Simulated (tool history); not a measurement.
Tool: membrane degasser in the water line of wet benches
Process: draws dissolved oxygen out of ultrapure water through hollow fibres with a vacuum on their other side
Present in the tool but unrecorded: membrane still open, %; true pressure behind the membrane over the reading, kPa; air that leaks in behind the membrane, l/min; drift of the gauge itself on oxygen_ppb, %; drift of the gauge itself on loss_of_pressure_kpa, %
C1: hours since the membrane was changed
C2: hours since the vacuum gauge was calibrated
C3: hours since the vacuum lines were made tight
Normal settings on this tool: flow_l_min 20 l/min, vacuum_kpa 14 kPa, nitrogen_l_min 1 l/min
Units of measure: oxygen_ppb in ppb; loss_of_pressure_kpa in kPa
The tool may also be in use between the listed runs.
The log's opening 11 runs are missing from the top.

{"run": 12, "day": 93.121, "flow_l_min": 20, "vacuum_kpa": 17.1, "nitrogen_l_min": 1, "C1": 12630, "C2": 5716, "C3": 11189, "oxygen_ppb": 613.6, "loss_of_pressure_kpa": 54.16}
{"run": 13, "day": 103.146, "flow_l_min": 20, "vacuum_kpa": 17.1, "nitrogen_l_min": 1, "C1": 12871, "C2": 5956, "C3": 11430, "oxygen_ppb": 603.9, "loss_of_pressure_kpa": 53.85}
{"run": 14, "day": 112.108, "flow_l_min": 20, "vacuum_kpa": 17.1, "nitrogen_l_min": 1, "C1": 13086, "C2": 6172, "C3": 11645, "oxygen_ppb": 618.3, "loss_of_pressure_kpa": 54.16}
{"run": 15, "day": 123.538, "flow_l_min": 20, "vacuum_kpa": 17.1, "nitrogen_l_min": 1, "C1": 13360, "C2": 6446, "C3": 11919, "oxygen_ppb": 609.8, "loss_of_pressure_kpa": 54.25}
{"run": 16, "day": 129.8, "flow_l_min": 20, "vacuum_kpa": 17.1, "nitrogen_l_min": 0.45, "C1": 13510, "C2": 6596, "C3": 12069, "oxygen_ppb": 1118.5, "loss_of_pressure_kpa": 54.57}
{"run": 17, "day": 140.625, "flow_l_min": 20, "vacuum_kpa": 17.1, "nitrogen_l_min": 0.45, "C1": 13770, "C2": 6856, "C3": 12329, "oxygen_ppb": 1112.5, "loss_of_pressure_kpa": 53.92}
{"run": 18, "day": 147.771, "flow_l_min": 20, "vacuum_kpa": 17.1, "nitrogen_l_min": 0.45, "C1": 13942, "C2": 7027, "C3": 12501, "oxygen_ppb": 1100.5, "loss_of_pressure_kpa": 54.43}
{"day": 152.792, "done": "seals of the vacuum lines changed"}
{"run": 19, "day": 156.121, "flow_l_min": 20, "vacuum_kpa": 17.1, "nitrogen_l_min": 0.45, "C1": 14140, "C2": 7226, "C3": 80, "oxygen_ppb": 1097.7, "loss_of_pressure_kpa": 54.51}
{"run": 20, "day": 166.054, "flow_l_min": 15, "vacuum_kpa": 14, "nitrogen_l_min": 1, "C1": 14378, "C2": 7464, "C3": 318, "oxygen_ppb": 365.1, "loss_of_pressure_kpa": 40.77}
{"day": 168.175, "done": "vacuum gauge calibrated"}
{"run": 21, "day": 175.225, "flow_l_min": 25, "vacuum_kpa": 14, "nitrogen_l_min": 0.89, "C1": 14598, "C2": 169, "C3": 538, "oxygen_ppb": 640.5, "loss_of_pressure_kpa": 68.2}
{"run": 22, "day": 186.621, "flow_l_min": 17, "vacuum_kpa": 23.9, "nitrogen_l_min": 1.87, "C1": 14872, "C2": 443, "C3": 811, "oxygen_ppb": 425.6, "loss_of_pressure_kpa": 46.37}
{"run": 23, "day": 197.112, "flow_l_min": 19, "vacuum_kpa": 11.2, "nitrogen_l_min": 0.75, "C1": 15123, "C2": 695, "C3": 1063, "oxygen_ppb": 426, "loss_of_pressure_kpa": 51.77}
{"run": 24, "day": 208.179, "flow_l_min": 28, "vacuum_kpa": 21.8, "nitrogen_l_min": 0.42, "C1": 15389, "C2": 960, "C3": 1329, "oxygen_ppb": 1874.8, "loss_of_pressure_kpa": 76.28}
{"run": 25, "day": 217.475, "flow_l_min": 31, "vacuum_kpa": 33.4, "nitrogen_l_min": 0.42, "C1": 15612, "C2": 1183, "C3": 1552, "oxygen_ppb": 2891.2, "loss_of_pressure_kpa": 84.19}

What will run 26 give?
{"run": 26, "day": 223.092, "flow_l_min": 31, "vacuum_kpa": 33.4, "nitrogen_l_min": 0.42, "C1": 15747, "C2": 1318, "C3": 1687, "oxygen_ppb": "?", "loss_of_pressure_kpa": "?"}

oxygen_ppb: 2862.5 ppb
loss_of_pressure_kpa: 84.71 kPa
Minus the tool's unlogged condition, the same run would have read oxygen_ppb 2853.4 ppb, loss_of_pressure_kpa 80.22 kPa.
